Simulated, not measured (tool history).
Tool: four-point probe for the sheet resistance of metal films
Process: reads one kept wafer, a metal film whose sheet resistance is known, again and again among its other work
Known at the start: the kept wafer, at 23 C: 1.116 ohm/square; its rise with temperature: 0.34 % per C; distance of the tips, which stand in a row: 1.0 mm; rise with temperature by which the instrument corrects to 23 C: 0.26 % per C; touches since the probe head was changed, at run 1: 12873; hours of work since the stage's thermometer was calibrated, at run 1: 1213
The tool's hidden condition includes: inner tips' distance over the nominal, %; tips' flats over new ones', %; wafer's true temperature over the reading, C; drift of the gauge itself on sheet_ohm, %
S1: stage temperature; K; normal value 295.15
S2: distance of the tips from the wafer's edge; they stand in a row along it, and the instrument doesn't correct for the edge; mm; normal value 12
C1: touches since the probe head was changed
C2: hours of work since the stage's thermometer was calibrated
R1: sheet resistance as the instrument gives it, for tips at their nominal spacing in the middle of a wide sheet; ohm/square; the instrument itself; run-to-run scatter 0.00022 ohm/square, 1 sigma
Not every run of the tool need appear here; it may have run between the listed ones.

run	day	S1	S2	C1	C2	R1
1	0.000	295.15	12	12873	1213	1.123547
2	1.075	295.15	12	13425	1226	1.123352
3	1.792	295.15	12	13792	1234	1.123374
# day 2.717: stage's thermometer calibrated
4	2.821	295.15	12	14309	1	1.123048
5	3.854	295.15	49	14839	13	1.119348
6	4.379	295.15	49	15107	20	1.118852
7	5.467	300.15	12	15665	32	1.127867
8	6.388	300.15	12	16138	43	1.127376
9	6.896	300.15	12	16398	49	1.127581
10	7.808	300.15	12	16867	60	1.127465
11	8.571	295.15	12	17258	69	1.123548
12	9.338	295.15	12	17650	78	1.123461
# day 9.575: stage's thermometer calibrated, once more
13	10.483	295.15	12	18226	11	1.124823
14	11.067	295.15	12	18527	18	1.125102
15	11.958	295.15	12	18984	28	1.125310
16	12.604	295.15	12	19316	36	1.124964
17	13.750	295.15	12	19903	49	1.125152
18	14.658	295.15	12	20367	60	1.125447
19	15.604	295.15	12	20853	71	1.125121
20	16.079	295.15	12	21096	77	1.125278
21	16.804	295.15	12	21468	85	1.125321
22	17.846	295.15	45	22003	97	1.121581
23	18.512	295.15	45	22345	105	1.121154
24	19.342	308.15	56	22769	115	1.132592
25	20.271	301.15	10	23247	126	1.132221
26	21.233	294.15	10	23739	137	1.125941
27	22.321	294.15	5	24298	150	1.144286
28	23.179	294.15	5	24737	160	1.143627
29	24.233	293.15	18	25278	173	1.121176
30	25.354	298.15	12	25853	186	1.127961
31	25.892	292.15	5	26128	192	1.142223
32	26.404	294.15	5	26391	198	1.144461
33	27.125	294.15	5	26761	207	1.143880
34	28.079	300.15	3	27249	218	1.188907
35	29.133	300.15	3	27790	230	1.188588
36	29.662	300.15	3	28062	237	1.188897
37	30.325	298.15	12	28402	244	1.128342
38	31.238	299.15	70	28870	255	1.125246
39	32.075	299.15	16	29298	265	1.127853
40	33.242	299.15	16	29897	279	1.127492
41	33.721	295.15	4	30142	284	1.158187
42	34.575	295.15	4	30581	294	1.157751
43	35.288	294.15	21	30945	303	1.122177
44	36.204	294.15	21	31417	314	1.122599
45	37.308	295.15	72	31981	327	1.121704

Each row is a separate what-if for the run after 45, all from the same tool condition, not one after another. Results?
A	38.400	292.15	57	32541	339	?
B	38.400	295.15	7	32541	339	?
C	38.400	300.15	36	32541	339	?

run	R1
A	1.119503
B	1.133625
C	1.126974
With the hidden condition removed and each run's random variation left untouched, the same runs would have given:
run	R1
A	1.112832
B	1.126876
C	1.120262
